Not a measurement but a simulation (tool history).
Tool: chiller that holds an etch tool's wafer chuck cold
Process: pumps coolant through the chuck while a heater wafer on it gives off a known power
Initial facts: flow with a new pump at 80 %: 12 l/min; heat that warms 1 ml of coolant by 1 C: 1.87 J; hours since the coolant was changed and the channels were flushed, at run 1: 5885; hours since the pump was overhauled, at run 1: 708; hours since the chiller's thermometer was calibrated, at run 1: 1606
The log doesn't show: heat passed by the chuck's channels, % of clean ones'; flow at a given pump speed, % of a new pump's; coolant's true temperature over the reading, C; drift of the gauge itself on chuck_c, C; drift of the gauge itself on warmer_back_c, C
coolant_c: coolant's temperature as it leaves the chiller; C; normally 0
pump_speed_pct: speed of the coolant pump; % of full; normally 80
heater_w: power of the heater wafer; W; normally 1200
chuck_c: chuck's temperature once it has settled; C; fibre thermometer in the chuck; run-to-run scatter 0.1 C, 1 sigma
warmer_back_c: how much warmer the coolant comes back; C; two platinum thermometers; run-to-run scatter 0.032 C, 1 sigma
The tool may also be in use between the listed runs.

run     day  coolant_c  pump_speed_pct  heater_w  hours since the coolant was changed and the channels were flushed  hours since the pump was overhauled  hours since the chiller's thermometer was calibrated  chuck_c  warmer_back_c
  1   0.000          0              80      1200                                                               5885                                  708                                                  1606      9.2           3.19
  2   1.862          0              80      1200                                                               5930                                  753                                                  1651      9.1           3.22
  3   3.200          0              80      1200                                                               5962                                  785                                                  1683      9.3           3.25
  4   5.671          0              80      1200                                                               6021                                  844                                                  1742      9.2           3.27
  5   8.279          0              80      1200                                                               6084                                  906                                                  1805      9.1           3.29
  6  10.821          0              80      1200                                                               6145                                  967                                                  1866      9.3           3.34
  7  12.596          0              80      1200                                                               6187                                 1010                                                  1909      9.2           3.30
  8  14.121          0              80      1200                                                               6224                                 1047                                                  1945      9.3           3.28
  9  15.892          0              80      1200                                                               6267                                 1089                                                  1988      9.4           3.32
 10  17.788         -8              80      1200                                                               6312                                 1135                                                  2033      1.1           3.38
 11  20.246         -8              80      1200                                                               6371                                 1194                                                  2092      1.2           3.36
 12  21.650         -8              80      1200                                                               6405                                 1227                                                  2126      1.2           3.39
 13  23.121         -8              80      1200                                                               6440                                 1263                                                  2161      1.3           3.38
 14  24.267         -8              80      1200                                                               6468                                 1290                                                  2189      1.2           3.38
 15  25.917         -8              80      1200                                                               6507                                 1330                                                  2228      1.1           3.45
 16  28.096         -8              80      1200                                                               6559                                 1382                                                  2280      1.2           3.44
 17  30.596          9              83      1418                                                               6619                                 1442                                                  2340     19.6           3.90
 18  32.867          9              78      1418                                                               6674                                 1497                                                  2395     20.1           4.16
 19  35.538          9             100      1418                                                               6738                                 1561                                                  2459     18.1           3.35
 20  37.054          4              76       724                                                               6774                                 1597                                                  2496      9.8           2.32
 21  38.938          4              76       724                                                               6820                                 1642                                                  2541      9.7           2.32
 22  41.492          1              76       960                                                               6881                                 1704                                                  2602      8.7           3.02

Predict the results of run 23:
 23  43.812         -6              80      1200                                                               6937                                 1759                                                  2658        ?              ?

{"run 23": {"chuck_c": 3.2, "warmer_back_c": 3.55}}
On a tool with no hidden condition, and with the same random variation, this run would have come out at chuck_c 3.2 C, warmer_back_c 3.23 C.

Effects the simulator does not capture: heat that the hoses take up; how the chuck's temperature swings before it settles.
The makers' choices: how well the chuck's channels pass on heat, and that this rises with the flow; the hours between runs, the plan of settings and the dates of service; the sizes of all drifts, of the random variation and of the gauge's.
